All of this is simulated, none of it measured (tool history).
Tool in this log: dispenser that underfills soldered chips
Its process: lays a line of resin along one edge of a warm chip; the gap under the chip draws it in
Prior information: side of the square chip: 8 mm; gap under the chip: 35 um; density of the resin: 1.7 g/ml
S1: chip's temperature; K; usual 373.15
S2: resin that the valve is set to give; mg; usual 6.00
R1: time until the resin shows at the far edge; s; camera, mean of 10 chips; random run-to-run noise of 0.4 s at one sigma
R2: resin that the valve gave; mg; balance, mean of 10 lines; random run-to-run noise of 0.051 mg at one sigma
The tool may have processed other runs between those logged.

run  hour      S1    S2    R1    R2
  1   0.0  373.15  6.00  31.4  6.09
  2   3.4  373.15  6.00  35.5  5.99
      4.4  -- new syringe of resin
  3   6.9  373.15  6.00  27.7  5.85
  4   9.5  373.15  6.00  30.3  5.88
  5  11.7  373.15  6.00  32.5  5.96
  6  13.8  373.15  6.00  35.0  5.90
     14.5  -- new syringe of resin
  7  18.1  373.15  6.00  29.0  5.85
  8  20.8  373.15  6.00  32.3  5.94
     24.7  -- new syringe of resin
  9  26.2  373.15  6.00  26.5  5.92
 10  29.1  373.15  6.00  30.2  5.87
 11  32.5  373.15  6.00  33.8  5.90
     35.1  -- new syringe of resin
 12  37.2  373.15  6.00  27.3  5.90
 13  40.4  361.15  6.00  43.5  5.76
 14  43.7  376.15  7.63  31.3  7.41
     45.2  -- new syringe of resin
 15  46.5  376.15  7.32  24.0  7.19
 16  50.5  376.15  7.32  27.8  7.08
     55.4  -- new syringe of resin
 17  55.4  372.15  6.51  26.1  6.32
 18  58.1  372.15  6.51  29.2  6.34
 19  62.1  372.15  6.51  33.3  6.24
 20  65.0  368.15  5.58  42.1  5.38
     65.8  -- new syringe of resin
 21  68.8  368.15  5.58  33.6  5.35
 22  73.4  382.15  5.41  25.9  5.20
     76.1  -- new syringe of resin
 23  78.4  373.15  5.41  28.7  5.11
 24  81.1  372.15  5.18  33.1  4.87

What if the next run were any one of these 3? Each begins from the tool's condition after run 24:
     86.1  -- dispensing valve cleaned and set on the balance
     87.2  -- new syringe of resin
  A  87.4  373.15  5.36   ?   ?
     86.1  -- dispensing valve cleaned and set on the balance
     87.2  -- new syringe of resin
  B  87.4  372.15  5.97   ?   ?
     86.1  -- dispensing valve cleaned and set on the balance
     87.2  -- new syringe of resin
  C  87.4  373.15  6.54   ?   ?

run    R1    R2
  A  26.2  5.37
  B  26.5  5.90
  C  25.6  6.53
Stripped of hidden state, with their random variation kept, the same runs would have yielded:
run    R1    R2
  A  26.2  5.37
  B  26.5  5.90
  C  25.5  6.53
